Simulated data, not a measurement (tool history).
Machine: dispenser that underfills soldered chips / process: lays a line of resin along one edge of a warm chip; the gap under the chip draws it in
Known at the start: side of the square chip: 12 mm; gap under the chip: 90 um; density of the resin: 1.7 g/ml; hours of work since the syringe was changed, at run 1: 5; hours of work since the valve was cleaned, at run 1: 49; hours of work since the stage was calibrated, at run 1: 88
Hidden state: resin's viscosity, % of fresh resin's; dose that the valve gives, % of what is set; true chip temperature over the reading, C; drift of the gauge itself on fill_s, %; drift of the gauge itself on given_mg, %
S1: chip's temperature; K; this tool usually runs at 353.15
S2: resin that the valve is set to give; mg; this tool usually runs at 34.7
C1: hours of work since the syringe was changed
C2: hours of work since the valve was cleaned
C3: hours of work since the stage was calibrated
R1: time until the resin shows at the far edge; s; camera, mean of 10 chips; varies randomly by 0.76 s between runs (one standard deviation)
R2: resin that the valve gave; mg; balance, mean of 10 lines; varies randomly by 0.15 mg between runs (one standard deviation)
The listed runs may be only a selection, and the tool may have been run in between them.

run 1 day=0 | S1=353.15 S2=34.7 | C1=5 C2=49 C3=88 | R1=104.3 R2=33.57
run 2 day=0.304 | S1=353.15 S2=34.7 | C1=11 C2=55 C3=94 | R1=158.5 R2=33.49
-- day=0.346 new syringe of resin
run 3 day=0.746 | S1=353.15 S2=34.7 | C1=7 C2=62 C3=102 | R1=118 R2=33.04
-- day=0.996 new syringe of resin
run 4 day=1.083 | S1=353.15 S2=34.7 | C1=2 C2=68 C3=108 | R1=78 R2=33.18
run 5 day=1.275 | S1=353.15 S2=34.7 | C1=5 C2=72 C3=111 | R1=103 R2=33.03
-- day=1.654 new syringe of resin
run 6 day=1.704 | S1=353.15 S2=34.7 | C1=1 C2=79 C3=119 | R1=72.6 R2=32.98
run 7 day=1.904 | S1=353.15 S2=34.7 | C1=5 C2=83 C3=123 | R1=94.7 R2=32.81
-- day=2.079 dispensing valve cleaned and set on the balance
-- day=2.35 new syringe of resin
run 8 day=2.35 | S1=351.15 S2=34.7 | C1=0 C2=5 C3=130 | R1=73 R2=34.49
run 9 day=2.75 | S1=353.15 S2=38 | C1=7 C2=12 C3=137 | R1=118.1 R2=37.59
run 10 day=2.946 | S1=353.15 S2=38 | C1=11 C2=16 C3=141 | R1=153.6 R2=37.5
-- day=3.004 new syringe of resin
run 11 day=3.212 | S1=353.15 S2=38 | C1=4 C2=20 C3=145 | R1=89.5 R2=37.12
run 12 day=3.425 | S1=353.15 S2=38 | C1=8 C2=24 C3=149 | R1=122.7 R2=37.53
-- day=3.65 new syringe of resin
run 13 day=3.8 | S1=353.15 S2=38 | C1=3 C2=31 C3=156 | R1=81.6 R2=37.24
run 14 day=4.146 | S1=353.15 S2=38 | C1=9 C2=37 C3=162 | R1=130.5 R2=36.88
-- day=4.304 new syringe of resin
run 15 day=4.333 | S1=353.15 S2=38 | C1=1 C2=40 C3=166 | R1=68.9 R2=36.98
run 16 day=4.608 | S1=356.15 S2=36.3 | C1=6 C2=45 C3=171 | R1=91.8 R2=35.35
-- day=4.962 new syringe of resin
run 17 day=5.021 | S1=356.15 S2=32.1 | C1=1 C2=53 C3=178 | R1=66 R2=31.02
run 18 day=5.283 | S1=352.15 S2=36 | C1=6 C2=58 C3=183 | R1=107.7 R2=34.58
run 19 day=5.488 | S1=356.15 S2=30.9 | C1=10 C2=61 C3=186 | R1=127.9 R2=29.83
-- day=5.617 new syringe of resin
run 20 day=5.75 | S1=356.15 S2=30.9 | C1=2 C2=66 C3=191 | R1=73.7 R2=29.41
run 21 day=5.942 | S1=356.15 S2=29.9 | C1=6 C2=69 C3=195 | R1=98 R2=28.4
run 22 day=6.221 | S1=356.15 S2=29.9 | C1=11 C2=75 C3=200 | R1=145.2 R2=28.37
-- day=6.267 new syringe of resin
run 23 day=6.6 | S1=346.15 S2=32.9 | C1=6 C2=81 C3=206 | R1=138.1 R2=31.24
-- day=6.904 dispensing valve cleaned and set on the balance
-- day=6.958 new syringe of resin
run 24 day=6.958 | S1=346.15 S2=32.9 | C1=0 C2=1 C3=212 | R1=88.5 R2=33.19
run 25 day=7.138 | S1=361.15 S2=43.2 | C1=3 C2=4 C3=215 | R1=64.1 R2=43.14

5 ways to go on from here, each from the tool as it stands after run 25. What would each give?
run A day=7.467 | S1=351.15 S2=35.1 | C1=9 C2=10 C3=221 | R1=? R2=?
run B day=7.467 | S1=361.15 S2=32.8 | C1=9 C2=10 C3=221 | R1=? R2=?
run C day=7.467 | S1=353.15 S2=35.1 | C1=9 C2=10 C3=221 | R1=? R2=?
run D day=7.467 | S1=341.15 S2=35.1 | C1=9 C2=10 C3=221 | R1=? R2=?
run E day=7.467 | S1=343.15 S2=31.8 | C1=9 C2=10 C3=221 | R1=? R2=?

run=A R1=150.3 R2=35.06
run=B R1=105.5 R2=32.43
run=C R1=135.1 R2=35.23
run=D R1=217.7 R2=35.27
run=E R1=200.7 R2=31.66
What these runs would have given with no unlogged condition in the tool:
run=A R1=76.8 R2=35.19
run=B R1=53.9 R2=32.55
run=C R1=69 R2=35.35
run=D R1=111.2 R2=35.4
run=E R1=102.6 R2=31.78
